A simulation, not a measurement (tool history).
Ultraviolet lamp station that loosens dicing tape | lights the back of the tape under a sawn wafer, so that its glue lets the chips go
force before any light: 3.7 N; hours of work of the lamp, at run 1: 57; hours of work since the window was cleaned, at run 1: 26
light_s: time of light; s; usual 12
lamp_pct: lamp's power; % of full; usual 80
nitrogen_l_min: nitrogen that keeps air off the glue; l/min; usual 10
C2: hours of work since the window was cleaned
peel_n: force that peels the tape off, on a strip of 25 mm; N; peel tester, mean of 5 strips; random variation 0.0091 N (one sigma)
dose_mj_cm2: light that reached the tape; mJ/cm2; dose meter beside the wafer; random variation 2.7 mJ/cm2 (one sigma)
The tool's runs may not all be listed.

run 1 hour=0 | light_s=12 lamp_pct=80 nitrogen_l_min=10 | hours_of_work_of_the_lamp=57 C2=26 | peel_n=0.39 dose_mj_cm2=363
run 2 hour=6.7 | light_s=9 lamp_pct=80 nitrogen_l_min=10 | hours_of_work_of_the_lamp=60 C2=29 | peel_n=0.612 dose_mj_cm2=276
run 3 hour=14.7 | light_s=8 lamp_pct=80 nitrogen_l_min=10 | hours_of_work_of_the_lamp=63 C2=32 | peel_n=0.778 dose_mj_cm2=249
run 4 hour=20.2 | light_s=8 lamp_pct=80 nitrogen_l_min=10 | hours_of_work_of_the_lamp=65 C2=34 | peel_n=0.755 dose_mj_cm2=243
run 5 hour=29.6 | light_s=8 lamp_pct=80 nitrogen_l_min=10 | hours_of_work_of_the_lamp=69 C2=38 | peel_n=0.767 dose_mj_cm2=235
run 6 hour=33.7 | light_s=12 lamp_pct=66 nitrogen_l_min=10 | hours_of_work_of_the_lamp=71 C2=40 | peel_n=0.537 dose_mj_cm2=298
run 7 hour=39 | light_s=12 lamp_pct=66 nitrogen_l_min=10 | hours_of_work_of_the_lamp=73 C2=42 | peel_n=0.55 dose_mj_cm2=300
run 8 hour=47.5 | light_s=12 lamp_pct=82 nitrogen_l_min=10 | hours_of_work_of_the_lamp=76 C2=46 | peel_n=0.395 dose_mj_cm2=368
run 9 hour=53.8 | light_s=15 lamp_pct=80 nitrogen_l_min=10 | hours_of_work_of_the_lamp=79 C2=48 | peel_n=0.276 dose_mj_cm2=460
run 10 hour=61.7 | light_s=15 lamp_pct=67 nitrogen_l_min=10 | hours_of_work_of_the_lamp=82 C2=51 | peel_n=0.384 dose_mj_cm2=377
run 11 hour=68.4 | light_s=15 lamp_pct=67 nitrogen_l_min=10 | hours_of_work_of_the_lamp=85 C2=54 | peel_n=0.378 dose_mj_cm2=376
run 12 hour=76.6 | light_s=12 lamp_pct=80 nitrogen_l_min=10 | hours_of_work_of_the_lamp=88 C2=58 | peel_n=0.408 dose_mj_cm2=360
run 13 hour=83.8 | light_s=8 lamp_pct=80 nitrogen_l_min=10 | hours_of_work_of_the_lamp=91 C2=60 | peel_n=0.785 dose_mj_cm2=239
run 14 hour=90.7 | light_s=8 lamp_pct=80 nitrogen_l_min=10 | hours_of_work_of_the_lamp=94 C2=63 | peel_n=0.774 dose_mj_cm2=242
run 15 hour=100.2 | light_s=12 lamp_pct=60 nitrogen_l_min=10 | hours_of_work_of_the_lamp=98 C2=67 | peel_n=0.671 dose_mj_cm2=267
run 16 hour=104.8 | light_s=12 lamp_pct=82 nitrogen_l_min=19 | hours_of_work_of_the_lamp=100 C2=69 | peel_n=0.313 dose_mj_cm2=363
run 17 hour=111.7 | light_s=12 lamp_pct=82 nitrogen_l_min=19 | hours_of_work_of_the_lamp=103 C2=72 | peel_n=0.309 dose_mj_cm2=367
run 18 hour=118.1 | light_s=12 lamp_pct=85 nitrogen_l_min=4 | hours_of_work_of_the_lamp=105 C2=75 | peel_n=0.594 dose_mj_cm2=372
run 19 hour=125.2 | light_s=12 lamp_pct=85 nitrogen_l_min=4 | hours_of_work_of_the_lamp=108 C2=77 | peel_n=0.601 dose_mj_cm2=374
run 20 hour=135.2 | light_s=12 lamp_pct=92 nitrogen_l_min=10 | hours_of_work_of_the_lamp=112 C2=82 | peel_n=0.33 dose_mj_cm2=407
run 21 hour=144.8 | light_s=15 lamp_pct=91 nitrogen_l_min=5 | hours_of_work_of_the_lamp=116 C2=86 | peel_n=0.309 dose_mj_cm2=502
run 22 hour=151 | light_s=15 lamp_pct=91 nitrogen_l_min=5 | hours_of_work_of_the_lamp=119 C2=88 | peel_n=0.325 dose_mj_cm2=502
run 23 hour=158.1 | light_s=13 lamp_pct=91 nitrogen_l_min=5 | hours_of_work_of_the_lamp=122 C2=91 | peel_n=0.418 dose_mj_cm2=434
run 24 hour=162.9 | light_s=13 lamp_pct=91 nitrogen_l_min=5 | hours_of_work_of_the_lamp=124 C2=93 | peel_n=0.413 dose_mj_cm2=431
run 25 hour=171.5 | light_s=12 lamp_pct=76 nitrogen_l_min=7 | hours_of_work_of_the_lamp=127 C2=96 | peel_n=0.565 dose_mj_cm2=334
run 26 hour=176.3 | light_s=12 lamp_pct=76 nitrogen_l_min=7 | hours_of_work_of_the_lamp=129 C2=98 | peel_n=0.557 dose_mj_cm2=335
run 27 hour=182.9 | light_s=12 lamp_pct=76 nitrogen_l_min=7 | hours_of_work_of_the_lamp=132 C2=101 | peel_n=0.54 dose_mj_cm2=331
run 28 hour=191.2 | light_s=14 lamp_pct=84 nitrogen_l_min=12 | hours_of_work_of_the_lamp=135 C2=105 | peel_n=0.288 dose_mj_cm2=425
run 29 hour=196.5 | light_s=10 lamp_pct=88 nitrogen_l_min=11 | hours_of_work_of_the_lamp=137 C2=107 | peel_n=0.489 dose_mj_cm2=320

Some steps in peel_n between neighbouring runs. How much of each would the tool show without its hidden state too (settings, what came in, random variation), and how much is left for the hidden state, with any gauge scatter that isn't in both results?
The hidden state here: lamp's light, % of a new lamp's; light that the window lets through, % of a clean one's; drift of the gauge itself on peel_n, %; drift of the gauge itself on dose_mj_cm2, %.
Run 12 -> 13: light_s 12 -> 8. peel_n +0.377 N: hidden state +0.019, all else +0.358.
Run 15 -> 16: lamp_pct 60 -> 82, nitrogen_l_min 10 -> 19. peel_n -0.358 N: hidden state -0.023, all else -0.335.
Run 27 -> 28: light_s 12 -> 14, lamp_pct 76 -> 84, nitrogen_l_min 7 -> 12. peel_n -0.252 N: hidden state -0.027, all else -0.225.
Run 28 -> 29: light_s 14 -> 10, lamp_pct 84 -> 88, nitrogen_l_min 12 -> 11. peel_n +0.201 N: hidden state +0.024, all else +0.177.
